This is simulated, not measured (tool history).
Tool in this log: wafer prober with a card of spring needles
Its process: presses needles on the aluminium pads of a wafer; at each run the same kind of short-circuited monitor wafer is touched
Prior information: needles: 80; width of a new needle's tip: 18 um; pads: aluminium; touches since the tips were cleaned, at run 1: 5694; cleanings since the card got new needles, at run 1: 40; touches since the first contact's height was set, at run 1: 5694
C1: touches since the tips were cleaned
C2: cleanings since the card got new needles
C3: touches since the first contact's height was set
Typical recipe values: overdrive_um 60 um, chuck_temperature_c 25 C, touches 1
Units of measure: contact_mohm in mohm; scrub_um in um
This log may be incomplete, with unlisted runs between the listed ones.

run 1 hour=0.0 | overdrive_um=60 chuck_temperature_c=25 touches=1 | C1=5694 C2=40 C3=5694 | contact_mohm=253 scrub_um=11.97
-- hour=6.3 tips cleaned on abrasive film
run 2 hour=13.3 | overdrive_um=60 chuck_temperature_c=25 touches=1 | C1=4009 C2=41 C3=13282 | contact_mohm=255 scrub_um=11.98
-- hour=21.9 tips cleaned on abrasive film
run 3 hour=31.9 | overdrive_um=60 chuck_temperature_c=25 touches=1 | C1=5792 C2=42 C3=23967 | contact_mohm=254 scrub_um=11.86
-- hour=38.0 tips cleaned on abrasive film
run 4 hour=48.1 | overdrive_um=60 chuck_temperature_c=25 touches=1 | C1=5857 C2=43 C3=33267 | contact_mohm=257 scrub_um=11.99
-- hour=55.0 tips cleaned on abrasive film
run 5 hour=63.6 | overdrive_um=60 chuck_temperature_c=25 touches=1 | C1=4947 C2=44 C3=42128 | contact_mohm=251 scrub_um=11.89
-- hour=70.9 tips cleaned on abrasive film
run 6 hour=78.3 | overdrive_um=60 chuck_temperature_c=25 touches=1 | C1=4243 C2=45 C3=50511 | contact_mohm=253 scrub_um=11.92
-- hour=87.3 tips cleaned on abrasive film
run 7 hour=88.1 | overdrive_um=60 chuck_temperature_c=95 touches=1 | C1=476 C2=46 C3=56116 | contact_mohm=276 scrub_um=11.95
-- hour=103.4 tips cleaned on abrasive film
run 8 hour=110.0 | overdrive_um=60 chuck_temperature_c=25 touches=1 | C1=3768 C2=47 C3=68664 | contact_mohm=252 scrub_um=11.88
-- hour=119.5 tips cleaned on abrasive film
run 9 hour=126.4 | overdrive_um=60 chuck_temperature_c=35 touches=1 | C1=4000 C2=48 C3=78085 | contact_mohm=258 scrub_um=11.93
-- hour=135.2 tips cleaned on abrasive film
run 10 hour=137.7 | overdrive_um=60 chuck_temperature_c=35 touches=1 | C1=1424 C2=49 C3=84534 | contact_mohm=259 scrub_um=11.89
-- hour=151.3 tips cleaned on abrasive film
run 11 hour=157.0 | overdrive_um=60 chuck_temperature_c=35 touches=1 | C1=3271 C2=50 C3=95598 | contact_mohm=257 scrub_um=11.97
-- hour=167.2 tips cleaned on abrasive film
run 12 hour=176.0 | overdrive_um=60 chuck_temperature_c=35 touches=1 | C1=5082 C2=51 C3=106507 | contact_mohm=257 scrub_um=11.89
-- hour=183.5 tips cleaned on abrasive film
run 13 hour=196.5 | overdrive_um=60 chuck_temperature_c=35 touches=1 | C1=7507 C2=52 C3=118278 | contact_mohm=254 scrub_um=11.87
-- hour=199.2 tips cleaned on abrasive film
-- hour=215.1 tips cleaned on abrasive film
run 14 hour=216.8 | overdrive_um=60 chuck_temperature_c=36 touches=1 | C1=953 C2=54 C3=129831 | contact_mohm=257 scrub_um=11.84
-- hour=231.4 tips cleaned on abrasive film
run 15 hour=232.5 | overdrive_um=60 chuck_temperature_c=36 touches=1 | C1=618 C2=55 C3=138815 | contact_mohm=255 scrub_um=11.83
-- hour=234.8 height of the first contact set anew
run 16 hour=243.6 | overdrive_um=60 chuck_temperature_c=36 touches=1 | C1=6853 C2=55 C3=5081 | contact_mohm=256 scrub_um=11.81
-- hour=248.1 tips cleaned on abrasive film
run 17 hour=260.3 | overdrive_um=60 chuck_temperature_c=36 touches=1 | C1=7038 C2=56 C3=14646 | contact_mohm=258 scrub_um=11.86
-- hour=264.3 tips cleaned on abrasive film
-- hour=281.1 tips cleaned on abrasive film
run 18 hour=281.9 | overdrive_um=60 chuck_temperature_c=36 touches=1 | C1=449 C2=58 C3=26996 | contact_mohm=256 scrub_um=11.83
-- hour=297.8 tips cleaned on abrasive film
run 19 hour=304.0 | overdrive_um=60 chuck_temperature_c=109 touches=1 | C1=3596 C2=59 C3=39706 | contact_mohm=283 scrub_um=11.80
-- hour=314.5 tips cleaned on abrasive film
run 20 hour=318.5 | overdrive_um=68 chuck_temperature_c=108 touches=1 | C1=2335 C2=60 C3=47983 | contact_mohm=280 scrub_um=13.37
-- hour=331.0 tips cleaned on abrasive film
run 21 hour=341.1 | overdrive_um=68 chuck_temperature_c=108 touches=1 | C1=5836 C2=61 C3=60964 | contact_mohm=275 scrub_um=13.37
-- hour=346.6 tips cleaned on abrasive film
run 22 hour=358.7 | overdrive_um=68 chuck_temperature_c=108 touches=1 | C1=6950 C2=62 C3=71033 | contact_mohm=275 scrub_um=13.33
-- hour=362.1 tips cleaned on abrasive film
run 23 hour=373.6 | overdrive_um=57 chuck_temperature_c=124 touches=3 | C1=6618 C2=63 C3=79576 | contact_mohm=286 scrub_um=11.20
-- hour=379.0 tips cleaned on abrasive film
run 24 hour=386.0 | overdrive_um=57 chuck_temperature_c=124 touches=3 | C1=4047 C2=64 C3=86646 | contact_mohm=286 scrub_um=11.21
-- hour=396.0 tips cleaned on abrasive film
run 25 hour=398.4 | overdrive_um=57 chuck_temperature_c=124 touches=3 | C1=1380 C2=65 C3=93730 | contact_mohm=286 scrub_um=11.19
run 26 hour=410.1 | overdrive_um=70 chuck_temperature_c=47 touches=3 | C1=8167 C2=65 C3=100517 | contact_mohm=260 scrub_um=13.76
-- hour=411.9 tips cleaned on abrasive film
run 27 hour=425.8 | overdrive_um=58 chuck_temperature_c=117 touches=2 | C1=8022 C2=66 C3=109489 | contact_mohm=282 scrub_um=11.34
-- hour=428.2 tips cleaned on abrasive film
run 28 hour=442.2 | overdrive_um=46 chuck_temperature_c=80 touches=2 | C1=8025 C2=67 C3=118859 | contact_mohm=280 scrub_um=9.02
-- hour=444.4 tips cleaned on abrasive film
run 29 hour=452.9 | overdrive_um=46 chuck_temperature_c=80 touches=2 | C1=4920 C2=68 C3=124994 | contact_mohm=284 scrub_um=9.04
-- hour=461.5 tips cleaned on abrasive film
run 30 hour=467.1 | overdrive_um=46 chuck_temperature_c=80 touches=2 | C1=3230 C2=69 C3=133138 | contact_mohm=279 scrub_um=9.01
-- hour=478.0 tips cleaned on abrasive film
-- hour=478.3 height of the first contact set anew
run 31 hour=482.0 | overdrive_um=46 chuck_temperature_c=80 touches=2 | C1=2176 C2=70 C3=2176 | contact_mohm=281 scrub_um=9.04
-- hour=494.8 tips cleaned on abrasive film
-- hour=495.3 gauge calibrated
run 32 hour=495.3 | overdrive_um=60 chuck_temperature_c=25 touches=2 | C1=248 C2=71 C3=9748 | contact_mohm=251 scrub_um=11.98
-- hour=511.1 tips cleaned on abrasive film
run 33 hour=511.1 | overdrive_um=49 chuck_temperature_c=25 touches=2 | C1=0 C2=72 C3=18789 | contact_mohm=262 scrub_um=9.77

What if the next run were any one of these 3? Each begins from the tool's condition after run 33:
-- hour=527.4 tips cleaned on abrasive film
run A hour=527.7 | overdrive_um=69 chuck_temperature_c=39 touches=2 | C1=164 C2=73 C3=28315 | contact_mohm=? scrub_um=?
-- hour=527.4 tips cleaned on abrasive film
run B hour=527.7 | overdrive_um=74 chuck_temperature_c=63 touches=1 | C1=164 C2=73 C3=28315 | contact_mohm=? scrub_um=?
-- hour=527.4 tips cleaned on abrasive film
run C hour=527.7 | overdrive_um=60 chuck_temperature_c=41 touches=1 | C1=164 C2=73 C3=28315 | contact_mohm=? scrub_um=?

run=A contact_mohm=256 scrub_um=13.75
run=B contact_mohm=256 scrub_um=14.74
run=C contact_mohm=255 scrub_um=11.93
Had the tool no hidden state, the same runs would have come out as:
run=A contact_mohm=256 scrub_um=13.76
run=B contact_mohm=256 scrub_um=14.76
run=C contact_mohm=255 scrub_um=11.94
